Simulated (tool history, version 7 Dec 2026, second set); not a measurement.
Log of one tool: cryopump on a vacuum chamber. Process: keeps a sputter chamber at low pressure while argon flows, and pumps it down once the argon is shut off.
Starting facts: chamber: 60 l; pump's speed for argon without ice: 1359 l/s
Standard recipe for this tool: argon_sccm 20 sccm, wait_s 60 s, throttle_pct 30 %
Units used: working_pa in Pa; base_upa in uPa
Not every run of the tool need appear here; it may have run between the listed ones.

run 1 hour=0.0 | argon_sccm=20 wait_s=60 throttle_pct=30 | working_pa=0.0833 base_upa=2.26
run 2 hour=29.7 | argon_sccm=20 wait_s=60 throttle_pct=30 | working_pa=0.0850 base_upa=2.16
run 3 hour=62.8 | argon_sccm=20 wait_s=49 throttle_pct=30 | working_pa=0.0850 base_upa=2.66
run 4 hour=92.0 | argon_sccm=20 wait_s=60 throttle_pct=32 | working_pa=0.0795 base_upa=2.11
run 5 hour=123.6 | argon_sccm=20 wait_s=60 throttle_pct=30 | working_pa=0.0844 base_upa=2.15
run 6 hour=159.7 | argon_sccm=20 wait_s=179 throttle_pct=30 | working_pa=0.0848 base_upa=1.01
run 7 hour=203.6 | argon_sccm=33 wait_s=60 throttle_pct=30 | working_pa=0.1397 base_upa=2.30
run 8 hour=266.1 | argon_sccm=33 wait_s=105 throttle_pct=30 | working_pa=0.1389 base_upa=1.44
run 9 hour=293.2 | argon_sccm=20 wait_s=60 throttle_pct=18 | working_pa=0.1404 base_upa=2.26
run 10 hour=323.4 | argon_sccm=20 wait_s=60 throttle_pct=18 | working_pa=0.1411 base_upa=2.38
run 11 hour=367.7 | argon_sccm=20 wait_s=60 throttle_pct=18 | working_pa=0.1409 base_upa=2.26
run 12 hour=419.2 | argon_sccm=20 wait_s=60 throttle_pct=18 | working_pa=0.1412 base_upa=2.24
run 13 hour=459.6 | argon_sccm=20 wait_s=77 throttle_pct=30 | working_pa=0.0859 base_upa=1.84
run 14 hour=514.5 | argon_sccm=10 wait_s=64 throttle_pct=16 | working_pa=0.0798 base_upa=2.07
run 15 hour=574.5 | argon_sccm=10 wait_s=64 throttle_pct=16 | working_pa=0.0793 base_upa=2.17
run 16 hour=634.4 | argon_sccm=10 wait_s=64 throttle_pct=16 | working_pa=0.0791 base_upa=2.21
run 17 hour=671.5 | argon_sccm=20 wait_s=107 throttle_pct=23 | working_pa=0.1106 base_upa=1.42
run 18 hour=731.7 | argon_sccm=28 wait_s=60 throttle_pct=30 | working_pa=0.1219 base_upa=2.33
run 19 hour=759.2 | argon_sccm=28 wait_s=60 throttle_pct=30 | working_pa=0.1215 base_upa=2.23
run 20 hour=803.8 | argon_sccm=9 wait_s=60 throttle_pct=28 | working_pa=0.0423 base_upa=2.29
run 21 hour=851.6 | argon_sccm=9 wait_s=150 throttle_pct=21 | working_pa=0.0556 base_upa=1.23
run 22 hour=884.3 | argon_sccm=9 wait_s=150 throttle_pct=21 | working_pa=0.0545 base_upa=1.25
run 23 hour=911.1 | argon_sccm=9 wait_s=150 throttle_pct=21 | working_pa=0.0559 base_upa=1.24
run 24 hour=945.4 | argon_sccm=11 wait_s=60 throttle_pct=45 | working_pa=0.0333 base_upa=2.36
run 25 hour=997.7 | argon_sccm=11 wait_s=60 throttle_pct=45 | working_pa=0.0332 base_upa=2.39

4 ways to go on from here, each from the tool as it stands after run 25. What would each give?
run A hour=1058.2 | argon_sccm=20 wait_s=295 throttle_pct=31 | working_pa=? base_upa=?
run B hour=1058.2 | argon_sccm=11 wait_s=60 throttle_pct=31 | working_pa=? base_upa=?
run C hour=1058.2 | argon_sccm=17 wait_s=31 throttle_pct=20 | working_pa=? base_upa=?
run D hour=1058.2 | argon_sccm=11 wait_s=119 throttle_pct=45 | working_pa=? base_upa=?

run=A working_pa=0.0856 base_upa=0.96
run=B working_pa=0.0466 base_upa=2.50
run=C working_pa=0.1094 base_upa=4.07
run=D working_pa=0.0329 base_upa=1.45
Stripped of hidden state, with their random variation kept, the same runs would have yielded:
run=A working_pa=0.0806 base_upa=0.60
run=B working_pa=0.0439 base_upa=2.13
run=C working_pa=0.1053 base_upa=3.72
run=D working_pa=0.0302 base_upa=1.10
